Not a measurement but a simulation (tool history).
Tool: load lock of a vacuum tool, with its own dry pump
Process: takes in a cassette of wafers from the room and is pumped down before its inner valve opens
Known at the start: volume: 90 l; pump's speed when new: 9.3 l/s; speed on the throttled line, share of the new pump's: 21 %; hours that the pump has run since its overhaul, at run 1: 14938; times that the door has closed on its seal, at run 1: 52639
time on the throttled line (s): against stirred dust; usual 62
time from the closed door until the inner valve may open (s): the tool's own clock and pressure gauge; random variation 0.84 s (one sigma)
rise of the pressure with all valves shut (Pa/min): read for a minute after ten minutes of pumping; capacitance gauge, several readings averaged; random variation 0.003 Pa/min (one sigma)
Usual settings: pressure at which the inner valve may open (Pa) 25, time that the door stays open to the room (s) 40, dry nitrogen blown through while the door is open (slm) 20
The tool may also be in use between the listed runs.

run	day	time on the throttled line (s)	pressure at which the inner valve may open (Pa)	time that the door stays open to the room (s)	dry nitrogen blown through while the door is open (slm)	hours that the pump has run since its overhaul	times that the door has closed on its seal	incoming humidity of the room's air, %	time from the closed door until the inner valve may open (s)	rise of the pressure with all valves shut (Pa/min)
1	0.000	62	25	40	20	14938	52639	42.7	137.4	0.198
2	9.754	62	25	40	20	15172	53482	41.9	138.2	0.199
3	20.654	62	25	40	5	15434	54424	46.6	137.4	0.221
4	31.679	62	25	40	5	15699	55377	43.7	137.8	0.228
# day 34.954: door's seal changed, seat wiped
5	41.346	62	20	40	20	15929	553	43.9	141.7	0.023
# day 44.950: dry pump taken out, an overhauled one fitted
6	54.633	62	20	40	20	232	1680	45.7	133.5	0.022
7	70.088	62	27	136	20	603	3016	43.4	129.2	0.049
8	81.525	62	25	97	20	878	4005	45.9	129.1	0.041
9	94.525	35	35	137	7	1190	5128	47.3	106.5	0.082
10	105.921	35	35	137	7	1463	6113	49.3	105.4	0.085
11	117.512	92	36	56	4	1741	7115	45.0	150.7	0.057

Forecast each of these 4 alternatives for the next run:
A	124.779	62	23	195	20	1916	7744	45.7	?	?
B	124.779	58	36	222	4	1916	7744	46.9	?	?
C	124.779	92	36	69	5	1916	7744	46.0	?	?
D	124.779	43	25	191	7	1916	7744	47.1	?	?

run	time from the closed door until the inner valve may open (s)	rise of the pressure with all valves shut (Pa/min)
A	130.8	0.072
B	124.7	0.113
C	150.7	0.064
D	116.2	0.101
Without the tool's hidden state the same runs would have given:
run	time from the closed door until the inner valve may open (s)	rise of the pressure with all valves shut (Pa/min)
A	130.0	0.061
B	123.9	0.102
C	149.9	0.053
D	115.3	0.090
